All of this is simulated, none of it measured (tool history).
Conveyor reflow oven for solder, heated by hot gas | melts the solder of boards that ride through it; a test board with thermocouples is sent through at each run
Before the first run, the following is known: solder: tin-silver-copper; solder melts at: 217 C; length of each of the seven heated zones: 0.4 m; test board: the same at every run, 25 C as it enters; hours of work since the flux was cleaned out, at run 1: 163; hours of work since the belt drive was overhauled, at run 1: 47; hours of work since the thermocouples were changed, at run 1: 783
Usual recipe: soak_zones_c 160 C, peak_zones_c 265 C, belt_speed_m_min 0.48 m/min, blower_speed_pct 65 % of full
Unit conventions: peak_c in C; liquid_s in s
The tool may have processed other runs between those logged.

run	hour	soak_zones_c	peak_zones_c	belt_speed_m_min	blower_speed_pct	hours of work since the flux was cleaned out	hours of work since the belt drive was overhauled	hours of work since the thermocouples were changed	peak_c	liquid_s
1	0	160	265	0.48	65	163	47	783	247.8	65.2
2	13.7	167	265	0.48	65	173	56	793	248.8	69.2
3	31.1	160	265	0.48	65	185	68	805	247.5	65.1
4	48.9	160	265	0.48	65	198	81	817	247.2	65
5	60.6	160	265	0.48	65	206	89	825	247.6	65.2
6	70.8	160	265	0.48	65	213	96	833	246.9	64.6
7	81.4	160	265	0.48	65	220	104	840	247.1	65
8	90.4	160	265	0.48	65	227	110	846	247.4	64.5
9	108.2	160	265	0.48	65	239	123	859	247.3	64.9
10	121.4	160	265	0.48	65	249	132	868	247.1	64.6
11	134.9	160	265	0.48	65	258	141	878	247.1	64.9
12	151.2	160	265	0.48	65	269	153	889	247.3	64.6
13	167.9	160	265	0.48	65	281	164	901	246.7	64.4
14	183.2	160	265	0.48	65	292	175	912	246.7	64.8
15	195.9	160	265	0.48	65	301	184	920	246.7	64.4
16	209.1	160	255	0.48	74	310	193	930	239.8	57
# hour 227: flux residue cleaned out of gas plates and filters
17	230.6	160	255	0.48	74	3	205	941	240.8	58.9
18	245	160	255	0.48	74	13	215	951	240.9	59.6
19	261.4	160	265	0.391	79	24	227	963	255.5	95.1
20	269.3	160	265	0.391	79	30	232	968	256	95.1
21	280.4	160	265	0.514	64	37	240	976	245.1	57.6

The next listed run, before its measurement:
22	293.3	160	273	0.514	72	47	249	985	?	?

{"run 22": {"peak_c": 254.5, "liquid_s": 67.7}}
The same run, on a tool lacking any hidden state, would have yielded peak_c 257.1 C, liquid_s 69.7 s.
